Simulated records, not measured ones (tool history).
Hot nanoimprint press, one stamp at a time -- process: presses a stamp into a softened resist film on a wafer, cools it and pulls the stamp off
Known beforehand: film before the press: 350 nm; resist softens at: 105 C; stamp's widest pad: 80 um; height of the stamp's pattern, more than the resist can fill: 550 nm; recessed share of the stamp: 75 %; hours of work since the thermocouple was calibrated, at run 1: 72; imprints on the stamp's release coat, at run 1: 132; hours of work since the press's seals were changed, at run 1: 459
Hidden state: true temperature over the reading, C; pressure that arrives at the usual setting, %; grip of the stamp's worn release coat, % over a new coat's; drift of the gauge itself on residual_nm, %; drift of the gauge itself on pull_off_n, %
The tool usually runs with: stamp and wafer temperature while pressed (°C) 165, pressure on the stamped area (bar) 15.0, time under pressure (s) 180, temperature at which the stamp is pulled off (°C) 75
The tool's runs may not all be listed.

run	hour	stamp and wafer temperature while pressed (°C)	pressure on the stamped area (bar)	time under pressure (s)	temperature at which the stamp is pulled off (°C)	hours of work since the thermocouple was calibrated	imprints on the stamp's release coat	hours of work since the press's seals were changed	resist left under the stamp's widest pad (nm)	greatest force while the stamp is pulled off (N)
1	0.0	165	15.0	180	75	72	132	459	172.1	201
2	18.8	165	15.0	180	75	83	226	471	173.5	202
3	45.6	165	15.0	304	75	100	359	488	143.1	210
4	65.7	165	15.0	120	75	113	459	500	199.4	207
5	89.5	165	15.0	120	75	128	577	515	198.6	201
6	106.4	165	15.0	180	75	139	661	526	173.5	202
7	121.5	165	15.0	180	75	148	736	535	174.7	207
8	146.5	165	15.0	180	75	164	859	551	174.1	202
9	164.5	165	15.0	180	75	175	949	563	174.1	203
10	176.7	165	15.0	180	75	183	1010	570	174.2	206
11	199.8	165	15.0	180	64	197	1124	585	173.4	276
12	225.0	165	15.0	180	64	213	1249	601	175.8	275
# hour 243.7: stamp cleaned and given a new release coat
13	244.5	165	15.0	180	64	222	4	609	175.0	265
14	268.6	165	15.0	180	64	237	124	624	175.5	273
15	280.8	165	15.0	180	75	245	185	632	174.6	202
16	298.7	165	17.4	180	75	256	273	643	164.4	206
17	325.2	160	11.1	180	77	272	405	660	248.2	189
18	352.1	159	22.7	108	75	289	539	677	239.3	205
19	372.8	157	22.7	108	75	302	641	690	257.7	200
20	392.2	157	22.7	108	75	315	737	702	257.2	200
21	406.3	157	22.7	108	75	324	807	711	258.4	201
22	418.2	157	22.7	108	75	331	867	718	259.3	201
23	431.0	165	9.1	180	69	339	930	726	215.1	239

What does the tool deliver on the next run?
24	459.4	173	14.9	140	75	357	1071	744	?	?

resist left under the stamp's widest pad (nm): 125.9
greatest force while the stamp is pulled off (N): 207
With the hidden condition absent and the run-to-run variation left alone, this run would have shown resist left under the stamp's widest pad (nm) 123.9, greatest force while the stamp is pulled off (N) 206.
